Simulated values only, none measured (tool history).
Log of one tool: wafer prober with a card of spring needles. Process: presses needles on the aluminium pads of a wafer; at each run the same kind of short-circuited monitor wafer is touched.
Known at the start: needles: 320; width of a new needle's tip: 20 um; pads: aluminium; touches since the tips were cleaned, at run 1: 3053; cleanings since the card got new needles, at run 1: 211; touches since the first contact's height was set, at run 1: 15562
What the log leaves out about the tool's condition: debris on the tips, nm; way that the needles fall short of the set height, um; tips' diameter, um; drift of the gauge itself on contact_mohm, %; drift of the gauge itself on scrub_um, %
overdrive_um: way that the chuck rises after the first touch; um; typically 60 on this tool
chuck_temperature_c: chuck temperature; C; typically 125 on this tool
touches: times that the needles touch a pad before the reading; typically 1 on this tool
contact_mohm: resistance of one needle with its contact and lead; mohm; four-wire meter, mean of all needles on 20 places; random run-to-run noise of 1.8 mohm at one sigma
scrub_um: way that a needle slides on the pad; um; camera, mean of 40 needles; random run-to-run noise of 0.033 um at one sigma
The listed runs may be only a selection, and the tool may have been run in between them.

run   hour  overdrive_um  chuck_temperature_c  touches  touches since the tips were cleaned  cleanings since the card got new needles  touches since the first contact's height was set  contact_mohm  scrub_um
  1    0.0            60                  125        1                                 3053                                       211                                             15562           277     12.06
       6.0  -- tips cleaned on abrasive film
      20.9  -- tips cleaned on abrasive film
      33.3  -- tips cleaned on abrasive film
  2   33.3            67                  125        1                                    0                                       214                                             27170           202     13.39
      48.1  -- tips cleaned on abrasive film
      60.1  -- tips cleaned on abrasive film
      72.0  -- tips cleaned on abrasive film
      83.9  -- tips cleaned on abrasive film
  3   83.9            43                  125        1                                    0                                       218                                             44887           235      8.46
      96.6  -- tips cleaned on abrasive film
     111.5  -- tips cleaned on abrasive film
     126.4  -- tips cleaned on abrasive film
     141.3  -- tips cleaned on abrasive film
     144.6  -- height of the first contact set anew
  4  152.0            60                  125        2                                 3670                                       222                                              2627           254     11.77
     155.1  -- tips cleaned on abrasive film
     167.0  -- tips cleaned on abrasive film
     181.9  -- tips cleaned on abrasive film
     196.8  -- tips cleaned on abrasive film
     208.8  -- tips cleaned on abrasive film
  5  214.9            60                  125        2                                 2179                                       227                                             24611           245     11.75
     221.0  -- tips cleaned on abrasive film
     232.9  -- tips cleaned on abrasive film
     244.8  -- tips cleaned on abrasive film
  6  246.9            60                  125        1                                  710                                       230                                             35748           238     11.61
     258.8  -- tips cleaned on abrasive film
     270.7  -- tips cleaned on abrasive film
     282.7  -- tips cleaned on abrasive film
     297.6  -- tips cleaned on abrasive film
  7  299.6            60                  125        1                                  713                                       234                                             54181           236     11.59
     311.5  -- tips cleaned on abrasive film
     323.4  -- tips cleaned on abrasive film
     335.6  -- height of the first contact set anew
     338.6  -- tips cleaned on abrasive film
  8  343.2            41                  125        2                                 1610                                       237                                              2653           284      8.24
     349.4  -- height of the first contact set anew, once more
     352.5  -- tips cleaned on abrasive film
     367.4  -- tips cleaned on abrasive film
     382.3  -- tips cleaned on abrasive film
     396.3  -- tips cleaned on abrasive film
  9  396.3            41                  125        2                                    0                                       241                                             16375           222      8.18
     408.2  -- tips cleaned on abrasive film
     423.1  -- tips cleaned on abrasive film
 10  433.0            60                   86        1                                 3482                                       243                                             29231           284     11.94
     436.1  -- tips cleaned on abrasive film
     450.9  -- tips cleaned on abrasive film
     465.8  -- tips cleaned on abrasive film
 11  468.4            60                   86        1                                  905                                       246                                             41591           246     11.89
     480.3  -- tips cleaned on abrasive film
     495.2  -- tips cleaned on abrasive film
 12  505.7            60                   86        2                                 3677                                       248                                             54650           248     11.88
     508.7  -- tips cleaned on abrasive film
     523.6  -- tips cleaned on abrasive film
     538.5  -- tips cleaned on abrasive film
     538.8  -- height of the first contact set anew
 13  549.5            60                   86        2                                 3763                                       251                                              3763           249     12.08

What if the next run were any one of these 5? Each begins from the tool's condition after run 13:
     552.6  -- tips cleaned on abrasive film
     567.4  -- tips cleaned on abrasive film
     579.4  -- tips cleaned on abrasive film
     591.3  -- tips cleaned on abrasive film
  A  598.6            60                   86        2                                 2579                                       255                                             20936             ?         ?
     552.6  -- tips cleaned on abrasive film
     567.4  -- tips cleaned on abrasive film
     579.4  -- tips cleaned on abrasive film
     591.3  -- tips cleaned on abrasive film
  B  598.6            60                   81        2                                 2579                                       255                                             20936             ?         ?
     552.6  -- tips cleaned on abrasive film
     567.4  -- tips cleaned on abrasive film
     579.4  -- tips cleaned on abrasive film
     591.3  -- tips cleaned on abrasive film
  C  598.6            60                  125        1                                 2579                                       255                                             20936             ?         ?
     552.6  -- tips cleaned on abrasive film
     567.4  -- tips cleaned on abrasive film
     579.4  -- tips cleaned on abrasive film
     591.3  -- tips cleaned on abrasive film
  D  598.6            40                   47        1                                 2579                                       255                                             20936             ?         ?
     552.6  -- tips cleaned on abrasive film
     567.4  -- tips cleaned on abrasive film
     579.4  -- tips cleaned on abrasive film
     591.3  -- tips cleaned on abrasive film
  E  598.6            48                  122        2                                 2579                                       255                                             20936             ?         ?

run  contact_mohm  scrub_um
  A           239     11.95
  B           245     12.03
  C           281     11.98
  D           399      7.93
  E           285      9.51
Without the tool's unlogged condition, the same runs would have read:
run  contact_mohm  scrub_um
  A           181     12.03
  B           184     12.12
  C           192     12.06
  D           187      8.02
  E           199      9.59
